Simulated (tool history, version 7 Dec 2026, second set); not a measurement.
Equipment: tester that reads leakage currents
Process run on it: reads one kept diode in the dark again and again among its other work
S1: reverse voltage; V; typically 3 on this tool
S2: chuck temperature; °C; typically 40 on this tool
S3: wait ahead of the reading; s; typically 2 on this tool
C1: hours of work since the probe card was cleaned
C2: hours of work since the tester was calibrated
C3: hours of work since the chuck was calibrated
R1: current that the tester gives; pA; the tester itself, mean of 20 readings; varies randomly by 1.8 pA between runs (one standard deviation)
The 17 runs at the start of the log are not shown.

run 18 hour=443.1 | S1=3 S2=40 S3=1.44 | C1=1444 C2=813 C3=646 | R1=609.26
run 19 hour=458.8 | S1=3 S2=40 S3=1.44 | C1=1453 C2=822 C3=654 | R1=606.12
run 20 hour=479.9 | S1=3 S2=40 S3=2 | C1=1465 C2=834 C3=666 | R1=606.45
run 21 hour=503.8 | S1=3 S2=25 S3=5.59 | C1=1478 C2=847 C3=679 | R1=151.73
run 22 hour=526.4 | S1=2.78 S2=55 S3=0.65 | C1=1491 C2=860 C3=692 | R1=2048.53
run 23 hour=543.7 | S1=2.78 S2=55 S3=0.65 | C1=1500 C2=869 C3=702 | R1=2050.06
run 24 hour=561.4 | S1=2.78 S2=55 S3=0.65 | C1=1510 C2=879 C3=712 | R1=2046.71
run 25 hour=595.2 | S1=3 S2=30 S3=9.06 | C1=1529 C2=898 C3=731 | R1=244.76
run 26 hour=629.6 | S1=1.36 S2=47 S3=9.06 | C1=1548 C2=917 C3=750 | R1=729.71
run 27 hour=647.4 | S1=3.12 S2=40 S3=0.43 | C1=1558 C2=927 C3=760 | R1=617.36
run 28 hour=682.2 | S1=3 S2=37 S3=2 | C1=1578 C2=947 C3=779 | R1=466.17
run 29 hour=711.1 | S1=4.62 S2=33 S3=8.25 | C1=1594 C2=963 C3=795 | R1=405.57
run 30 hour=743.8 | S1=1.6 S2=33 S3=0.4 | C1=1612 C2=981 C3=814 | R1=233.47
run 31 hour=777 | S1=3.37 S2=59 S3=0.4 | C1=1631 C2=1000 C3=832 | R1=3123.48
run 32 hour=799.8 | S1=3.37 S2=49 S3=0.58 | C1=1643 C2=1012 C3=845 | R1=1392.65
run 33 hour=836.6 | S1=3.37 S2=49 S3=0.58 | C1=1664 C2=1033 C3=865 | R1=1389.51
run 34 hour=865.9 | S1=3 S2=45 S3=2.1 | C1=1680 C2=1049 C3=882 | R1=931.7
run 35 hour=895.3 | S1=1.23 S2=21 S3=2.1 | C1=1697 C2=1066 C3=898 | R1=64.32
run 36 hour=913.7 | S1=1.23 S2=21 S3=2.1 | C1=1707 C2=1076 C3=908 | R1=64.17
run 37 hour=935.7 | S1=1.23 S2=21 S3=2.1 | C1=1719 C2=1088 C3=921 | R1=64.32
run 38 hour=971.8 | S1=3 S2=22 S3=1.13 | C1=1739 C2=1109 C3=941 | R1=113.37
run 39 hour=1009.1 | S1=5.99 S2=48 S3=0.61 | C1=1760 C2=1129 C3=962 | R1=1734.46
run 40 hour=1031 | S1=10.68 S2=36 S3=0.33 | C1=1773 C2=1142 C3=974 | R1=830.97

Alternative continuations, all from the tool just after run 40; predict every row:
run A hour=1056.5 | S1=2.69 S2=47 S3=8.84 | C1=1787 C2=1156 C3=988 | R1=?
run B hour=1056.5 | S1=3.87 S2=31 S3=0.38 | C1=1787 C2=1156 C3=988 | R1=?
run C hour=1056.5 | S1=2.07 S2=21 S3=2.19 | C1=1787 C2=1156 C3=988 | R1=?
run D hour=1056.5 | S1=3 S2=38 S3=2.99 | C1=1787 C2=1156 C3=988 | R1=?

run=A R1=1039.2
run=B R1=307.95
run=C R1=84.4
run=D R1=507.24
Without the tool's unlogged condition, the same runs would have read:
run=A R1=1038.4
run=B R1=307.67
run=C R1=84.32
run=D R1=506.82
